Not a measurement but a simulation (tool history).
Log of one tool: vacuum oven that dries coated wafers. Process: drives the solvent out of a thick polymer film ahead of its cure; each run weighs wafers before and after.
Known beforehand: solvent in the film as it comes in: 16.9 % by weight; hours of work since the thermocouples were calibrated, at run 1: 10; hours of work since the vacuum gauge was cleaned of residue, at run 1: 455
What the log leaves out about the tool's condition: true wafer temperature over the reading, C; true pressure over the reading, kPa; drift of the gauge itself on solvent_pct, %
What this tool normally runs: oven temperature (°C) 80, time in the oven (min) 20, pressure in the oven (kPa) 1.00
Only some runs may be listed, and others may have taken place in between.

run,hour,oven temperature (°C),time in the oven (min),pressure in the oven (kPa),hours of work since the thermocouples were calibrated,hours of work since the vacuum gauge was cleaned of residue,solvent left in the film (%)
1,0.0,80,20,1.00,10,455,2.61
2,34.6,80,20,1.00,25,470,2.54
3,62.9,80,20,1.00,37,481,2.52
4,108.1,78,20,1.00,55,500,2.93
5,133.1,80,21,1.00,66,511,2.49
6,172.2,80,32,1.00,82,527,2.21
7,203.5,88,32,1.00,95,540,1.63
8,229.5,88,32,1.00,106,551,1.66
9,276.2,88,32,1.00,125,570,1.64
10,307.0,88,32,1.00,138,583,1.62
# hour 311.8: oven's thermocouples calibrated
11,352.9,80,20,1.00,17,601,2.57
12,399.5,94,20,1.00,37,621,1.30
# hour 416.5: oven's thermocouples calibrated, once more
13,428.3,82,11,1.04,5,632,3.85
14,470.5,82,10,1.04,22,650,4.31
15,493.5,88,20,1.00,32,659,1.79
16,515.5,78,20,1.00,41,668,3.30
17,547.8,72,12,0.88,55,682,6.62
18,585.5,72,12,0.88,70,697,6.63
19,630.7,65,16,0.85,89,716,7.99
20,659.4,65,16,0.85,101,728,8.06
21,682.0,65,16,0.85,111,738,8.08
22,720.9,80,22,1.00,127,754,2.70
23,757.3,80,20,1.00,142,769,2.87
24,794.5,66,20,1.00,157,784,7.17

Hidden state or all else? Some run-to-run changes of solvent left in the film (%), split into what the settings, what came in and random variation would give without the hidden state, and what is left for the hidden state (with any gauge scatter that isn't in both results):
Run 12 -> 13: oven temperature (°C) 94 -> 82, time in the oven (min) 20 -> 11, pressure in the oven (kPa) 1.00 -> 1.04, oven's thermocouples calibrated, once more. solvent left in the film (%) +2.55: hidden state +0.22, all else +2.33.
Run 21 -> 22: oven temperature (°C) 65 -> 80, time in the oven (min) 16 -> 22, pressure in the oven (kPa) 0.85 -> 1.00. solvent left in the film (%) -5.38: hidden state -0.15, all else -5.23.
Run 23 -> 24: oven temperature (°C) 80 -> 66. solvent left in the film (%) +4.30: hidden state +0.20, all else +4.10.

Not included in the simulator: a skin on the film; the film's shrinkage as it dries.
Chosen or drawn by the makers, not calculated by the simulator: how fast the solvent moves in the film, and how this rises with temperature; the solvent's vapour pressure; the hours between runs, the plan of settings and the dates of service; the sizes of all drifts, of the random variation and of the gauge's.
